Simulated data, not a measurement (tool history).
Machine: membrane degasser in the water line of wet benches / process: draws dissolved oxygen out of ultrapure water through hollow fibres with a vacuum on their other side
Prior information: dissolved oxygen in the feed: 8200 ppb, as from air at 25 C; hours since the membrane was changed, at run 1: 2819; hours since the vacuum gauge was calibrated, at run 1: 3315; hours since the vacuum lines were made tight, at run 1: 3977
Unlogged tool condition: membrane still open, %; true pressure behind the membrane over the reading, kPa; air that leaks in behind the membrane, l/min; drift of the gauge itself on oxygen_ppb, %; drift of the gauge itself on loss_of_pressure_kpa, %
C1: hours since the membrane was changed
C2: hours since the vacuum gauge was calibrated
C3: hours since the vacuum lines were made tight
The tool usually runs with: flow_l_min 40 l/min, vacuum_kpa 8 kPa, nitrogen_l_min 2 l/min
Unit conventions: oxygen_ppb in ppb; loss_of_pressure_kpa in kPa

Run 1, hour 0: usual settings; C1 2819; C2 3315; C3 3977. Result: oxygen_ppb 234 ppb, loss_of_pressure_kpa 57.67 kPa.
Run 2, hour 51.1: usual settings; C1 2870; C2 3367; C3 4028. Result: oxygen_ppb 231.3 ppb, loss_of_pressure_kpa 57.69 kPa.
Run 3, hour 136.8: usual settings; C1 2956; C2 3452; C3 4114. Result: oxygen_ppb 232.7 ppb, loss_of_pressure_kpa 57.52 kPa.
Run 4, hour 201: usual settings; C1 3020; C2 3516; C3 4178. Result: oxygen_ppb 234.3 ppb, loss_of_pressure_kpa 57.65 kPa.
Run 5, hour 262.6: usual settings but flow_l_min 57 l/min; C1 3082; C2 3578; C3 4240. Result: oxygen_ppb 372.7 ppb, loss_of_pressure_kpa 81.99 kPa.
Run 6, hour 307.8: usual settings but vacuum_kpa 7.57 kPa; C1 3127; C2 3623; C3 4285. Result: oxygen_ppb 217.2 ppb, loss_of_pressure_kpa 57.27 kPa.
At hour 331.9: seals of the vacuum lines changed.
Run 7, hour 399.5: usual settings but nitrogen_l_min 4.96 l/min; C1 3217; C2 3713; C3 68. Result: oxygen_ppb 113.2 ppb, loss_of_pressure_kpa 58.25 kPa.
Run 8, hour 480.3: usual settings but nitrogen_l_min 4.96 l/min; C1 3297; C2 3794; C3 148. Result: oxygen_ppb 112 ppb, loss_of_pressure_kpa 57.48 kPa.
Run 9, hour 537.2: usual settings but nitrogen_l_min 4.01 l/min; C1 3354; C2 3851; C3 205. Result: oxygen_ppb 132.5 ppb, loss_of_pressure_kpa 57.46 kPa.
Run 10, hour 619.6: usual settings but nitrogen_l_min 4.01 l/min; C1 3437; C2 3933; C3 288. Result: oxygen_ppb 133.7 ppb, loss_of_pressure_kpa 57.64 kPa.
Run 11, hour 673.4: usual settings but nitrogen_l_min 4.01 l/min; C1 3491; C2 3987; C3 342. Result: oxygen_ppb 131.2 ppb, loss_of_pressure_kpa 58.01 kPa.
Run 12, hour 742.6: usual settings but nitrogen_l_min 4.01 l/min; C1 3560; C2 4056; C3 411. Result: oxygen_ppb 132.7 ppb, loss_of_pressure_kpa 57.96 kPa.
Run 13, hour 790.8: usual settings but nitrogen_l_min 4.01 l/min; C1 3608; C2 4104; C3 459. Result: oxygen_ppb 131.8 ppb, loss_of_pressure_kpa 58.02 kPa.
Run 14, hour 879.3: usual settings but nitrogen_l_min 4.01 l/min; C1 3696; C2 4193; C3 547. Result: oxygen_ppb 132 ppb, loss_of_pressure_kpa 57.89 kPa.
Run 15, hour 942.4: usual settings but nitrogen_l_min 4.01 l/min; C1 3760; C2 4256; C3 611. Result: oxygen_ppb 134.9 ppb, loss_of_pressure_kpa 57.69 kPa.
Run 16, hour 988.8: usual settings but nitrogen_l_min 4.01 l/min; C1 3806; C2 4302; C3 657. Result: oxygen_ppb 131.9 ppb, loss_of_pressure_kpa 57.79 kPa.
Run 17, hour 1035.4: usual settings but nitrogen_l_min 4.01 l/min; C1 3853; C2 4349; C3 704. Result: oxygen_ppb 134.4 ppb, loss_of_pressure_kpa 57.51 kPa.
Run 18, hour 1113.6: usual settings but flow_l_min 38 l/min, vacuum_kpa 7.48 kPa, nitrogen_l_min 2.67 l/min; C1 3931; C2 4427; C3 782. Result: oxygen_ppb 156 ppb, loss_of_pressure_kpa 54.87 kPa.
Run 19, hour 1182.5: usual settings but flow_l_min 38 l/min, vacuum_kpa 7.48 kPa, nitrogen_l_min 2.88 l/min; C1 4000; C2 4496; C3 851. Result: oxygen_ppb 147.1 ppb, loss_of_pressure_kpa 54.38 kPa.
Run 20, hour 1279.5: usual settings but flow_l_min 42 l/min, vacuum_kpa 15.26 kPa, nitrogen_l_min 1.61 l/min; C1 4097; C2 4593; C3 948. Result: oxygen_ppb 669 ppb, loss_of_pressure_kpa 60.67 kPa.
Run 21, hour 1346.4: usual settings but flow_l_min 42 l/min, vacuum_kpa 15.26 kPa, nitrogen_l_min 1.61 l/min; C1 4164; C2 4660; C3 1015. Result: oxygen_ppb 661.8 ppb, loss_of_pressure_kpa 60.83 kPa.
At hour 1353.3: vacuum gauge calibrated.
Run 22, hour 1413.2: usual settings but vacuum_kpa 4.84 kPa, nitrogen_l_min 2.96 l/min; C1 4230; C2 60; C3 1081. Result: oxygen_ppb 77 ppb, loss_of_pressure_kpa 58.1 kPa.
Run 23, hour 1456.1: usual settings but vacuum_kpa 4.84 kPa, nitrogen_l_min 0.95 l/min; C1 4273; C2 103; C3 1124. Result: oxygen_ppb 170.5 ppb, loss_of_pressure_kpa 58.09 kPa.

Predict the results of run 24:
Run 24, hour 1532.7: usual settings but vacuum_kpa 4.84 kPa, nitrogen_l_min 0.95 l/min; C1 4349; C2 179; C3 1200. Result: oxygen_ppb ?, loss_of_pressure_kpa ?.

oxygen_ppb: 172.3 ppb
loss_of_pressure_kpa: 57.81 kPa
Were there no unlogged condition in the tool, this run, its random variation unchanged, would have produced oxygen_ppb 151.6 ppb, loss_of_pressure_kpa 56.42 kPa.
